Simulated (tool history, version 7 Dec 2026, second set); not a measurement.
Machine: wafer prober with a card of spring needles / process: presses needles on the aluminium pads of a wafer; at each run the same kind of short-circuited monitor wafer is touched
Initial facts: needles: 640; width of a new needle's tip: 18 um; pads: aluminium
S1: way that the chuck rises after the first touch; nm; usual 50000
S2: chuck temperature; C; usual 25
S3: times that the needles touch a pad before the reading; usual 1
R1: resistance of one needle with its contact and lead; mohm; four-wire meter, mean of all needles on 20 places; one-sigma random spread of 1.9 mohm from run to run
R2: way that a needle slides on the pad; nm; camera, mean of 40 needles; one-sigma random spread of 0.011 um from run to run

run   hour     S1  S2  S3   R1     R2
  1    0.0  50000  25   1  365  13480
  2    8.7  50000  25   1  401  13500
      14.6  -- tips cleaned on abrasive film
  3   19.6  50000  25   1  519  13450
  4   34.3  50000  25   1  495  13470
  5   48.7  50000  25   1  485  13460
      50.2  -- tips cleaned on abrasive film
  6   58.0  50000  25   1  308  13440
      69.8  -- tips cleaned on abrasive film, once more
  7   72.6  50000  25   1  249  13420
  8   81.7  50000  25   1  332  13410
  9   94.6  50000  25   1  395  13420
 10  103.0  50000  28   1  423  13420
     104.5  -- tips cleaned on abrasive film
 11  117.5  50000  28   1  336  13400
 12  132.8  50000  25   1  411  13410
     139.2  -- tips cleaned on abrasive film
 13  148.2  50000  25   1  303  13390
 14  158.0  50000  29   1  369  13400
 15  168.1  50000  29   1  415  13390
     174.7  -- tips cleaned on abrasive film
 16  174.8  50000  29   1  222  13370
 17  185.9  33000  31   2  394   8760
 18  196.9  64000  96   2  275  17180
 19  204.4  64000  96   2  285  17180
     209.4  -- tips cleaned on abrasive film
 20  219.2  64000  96   2  249  17150
 21  231.0  64000  35   2  269  17130
 22  243.3  64000  35   2  287  17140
     244.6  -- tips cleaned on abrasive film
     255.7  -- height of the first contact set anew
 23  257.0  64000  35   2  245  17360
 24  265.5  64000  35   2  260  17410
 25  273.0  41000  35   1  498  11150

What does the tool deliver on the next run?
     279.3  -- tips cleaned on abrasive film
 26  281.6  50000  68   1   ?   ?

Logged for run 26: R1 243 mohm, R2 13560 nm.
Without the tool's hidden state the same run would have given R1 207 mohm, R2 13580 nm.
